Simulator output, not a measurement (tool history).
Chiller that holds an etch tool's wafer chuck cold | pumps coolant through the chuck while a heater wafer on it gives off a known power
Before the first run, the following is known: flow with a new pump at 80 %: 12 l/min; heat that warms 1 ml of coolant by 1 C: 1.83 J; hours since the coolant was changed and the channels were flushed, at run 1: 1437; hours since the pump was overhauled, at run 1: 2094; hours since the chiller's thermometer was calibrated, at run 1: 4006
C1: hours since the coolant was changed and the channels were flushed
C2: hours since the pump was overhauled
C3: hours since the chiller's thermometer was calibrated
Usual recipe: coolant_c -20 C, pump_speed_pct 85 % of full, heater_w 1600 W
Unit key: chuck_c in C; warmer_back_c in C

Run 1, hour 0: usual settings; C1 1437; C2 2094; C3 4006. Result: chuck_c -10.3 C, warmer_back_c 4.32 C.
Run 2, hour 51.9: usual settings but heater_w 2179 W; C1 1488; C2 2146; C3 4058. Result: chuck_c -6.6 C, warmer_back_c 5.83 C.
Run 3, hour 97.6: usual settings but pump_speed_pct 76 % of full; C1 1534; C2 2191; C3 4103. Result: chuck_c -9.4 C, warmer_back_c 4.88 C.
Run 4, hour 144.3: usual settings; C1 1581; C2 2238; C3 4150. Result: chuck_c -10.2 C, warmer_back_c 4.32 C.
Run 5, hour 195.3: usual settings but heater_w 1575 W; C1 1632; C2 2289; C3 4201. Result: chuck_c -10.2 C, warmer_back_c 4.31 C.
Run 6, hour 230.6: usual settings but coolant_c -18 C; C1 1667; C2 2324; C3 4236. Result: chuck_c -8.2 C, warmer_back_c 4.33 C.
Run 7, hour 264.8: usual settings but coolant_c -18 C; C1 1701; C2 2359; C3 4271. Result: chuck_c -8.3 C, warmer_back_c 4.34 C.
Run 8, hour 316.3: usual settings but coolant_c -18 C; C1 1753; C2 2410; C3 4322. Result: chuck_c -8.2 C, warmer_back_c 4.34 C.
Run 9, hour 361.2: usual settings but coolant_c -18 C; C1 1798; C2 2455; C3 4367. Result: chuck_c -8.2 C, warmer_back_c 4.31 C.
Run 10, hour 389.8: usual settings but heater_w 1072 W; C1 1826; C2 2484; C3 4396. Result: chuck_c -13.5 C, warmer_back_c 2.89 C.
Run 11, hour 435.7: usual settings; C1 1872; C2 2530; C3 4441. Result: chuck_c -10 C, warmer_back_c 4.34 C.
Run 12, hour 484.3: usual settings; C1 1921; C2 2578; C3 4490. Result: chuck_c -10.1 C, warmer_back_c 4.4 C.
Run 13, hour 511.6: usual settings; C1 1948; C2 2605; C3 4517. Result: chuck_c -9.9 C, warmer_back_c 4.34 C.
Run 14, hour 565.2: usual settings; C1 2002; C2 2659; C3 4571. Result: chuck_c -10.1 C, warmer_back_c 4.34 C.
Run 15, hour 612.3: usual settings; C1 2049; C2 2706; C3 4618. Result: chuck_c -9.8 C, warmer_back_c 4.37 C.
Run 16, hour 663.9: usual settings but heater_w 2025 W; C1 2100; C2 2758; C3 4670. Result: chuck_c -7.2 C, warmer_back_c 5.53 C.
Run 17, hour 689.1: usual settings but pump_speed_pct 88 % of full, heater_w 1420 W; C1 2126; C2 2783; C3 4695. Result: chuck_c -11.6 C, warmer_back_c 3.75 C.
At hour 700: chiller's thermometer calibrated.
Run 18, hour 734.8: usual settings but pump_speed_pct 73 % of full, heater_w 1684 W; C1 2170; C2 2828; C3 35. Result: chuck_c -8.7 C, warmer_back_c 5.52 C.
Run 19, hour 763.2: usual settings but pump_speed_pct 73 % of full, heater_w 1684 W; C1 2199; C2 2856; C3 63. Result: chuck_c -8.4 C, warmer_back_c 5.48 C.
Run 20, hour 785.8: usual settings but coolant_c -13 C, heater_w 971 W; C1 2221; C2 2879; C3 86. Result: chuck_c -7.5 C, warmer_back_c 2.68 C.
Run 21, hour 815.1: usual settings but pump_speed_pct 99 % of full, heater_w 1544 W; C1 2251; C2 2908; C3 115. Result: chuck_c -11.5 C, warmer_back_c 3.51 C.
Run 22, hour 867.8: usual settings but heater_w 1958 W; C1 2303; C2 2961; C3 168. Result: chuck_c -7.8 C, warmer_back_c 5.38 C.
Run 23, hour 894.2: usual settings but heater_w 1958 W; C1 2330; C2 2987; C3 194. Result: chuck_c -7.9 C, warmer_back_c 5.4 C.
Run 24, hour 917.4: usual settings but coolant_c -14 C, pump_speed_pct 73 % of full, heater_w 1223 W; C1 2353; C2 3010; C3 217. Result: chuck_c -5.8 C, warmer_back_c 4 C.
At hour 931.8: chiller's thermometer calibrated, once more.
Run 25, hour 961.2: usual settings but coolant_c -14 C, pump_speed_pct 73 % of full, heater_w 1223 W; C1 2396; C2 3053; C3 29. Result: chuck_c -4.9 C, warmer_back_c 4.05 C.
Run 26, hour 1014.8: usual settings but coolant_c -14 C, pump_speed_pct 64 % of full, heater_w 859 W; C1 2449; C2 3107; C3 83. Result: chuck_c -7.1 C, warmer_back_c 3.36 C.
Run 27, hour 1050.3: usual settings but coolant_c -14 C, pump_speed_pct 64 % of full, heater_w 859 W; C1 2485; C2 3142; C3 118. Result: chuck_c -7 C, warmer_back_c 3.32 C.
Run 28, hour 1079: usual settings but coolant_c -14 C, pump_speed_pct 64 % of full, heater_w 859 W; C1 2514; C2 3171; C3 147. Result: chuck_c -6.9 C, warmer_back_c 3.3 C.
Run 29, hour 1102.6: usual settings but coolant_c -14 C, pump_speed_pct 64 % of full, heater_w 859 W; C1 2537; C2 3194; C3 171. Result: chuck_c -7 C, warmer_back_c 3.29 C.
Run 30, hour 1132.6: usual settings but pump_speed_pct 67 % of full, heater_w 1111 W; C1 2567; C2 3225; C3 201. Result: chuck_c -11.2 C, warmer_back_c 4.02 C.
Run 31, hour 1169.8: usual settings but coolant_c -25 C, heater_w 1791 W; C1 2604; C2 3262; C3 238. Result: chuck_c -12.7 C, warmer_back_c 4.94 C.

Alternative continuations, all from the tool just after run 31; predict every row:
Run A, hour 1203.9: usual settings but coolant_c -11 C, pump_speed_pct 93 % of full, heater_w 1664 W; C1 2638; C2 3296; C3 272. Result: chuck_c ?, warmer_back_c ?.
Run B, hour 1203.9: usual settings but coolant_c -25 C, heater_w 905 W; C1 2638; C2 3296; C3 272. Result: chuck_c ?, warmer_back_c ?.
Run C, hour 1203.9: usual settings but heater_w 1610 W; C1 2638; C2 3296; C3 272. Result: chuck_c ?, warmer_back_c ?.
Run D, hour 1203.9: usual settings but coolant_c -25 C, pump_speed_pct 93 % of full, heater_w 1277 W; C1 2638; C2 3296; C3 272. Result: chuck_c ?, warmer_back_c ?.

run  chuck_c  warmer_back_c
  A     -0.5           4.16
  B    -18.6            2.5
  C     -9.2           4.45
  D    -16.9           3.22
The same runs, with their run-to-run variation unchanged, on a tool lacking any hidden condition would have given:
run  chuck_c  warmer_back_c
  A     -1.8           3.82
  B    -19.4            2.3
  C    -10.6           4.09
  D    -17.9           2.96
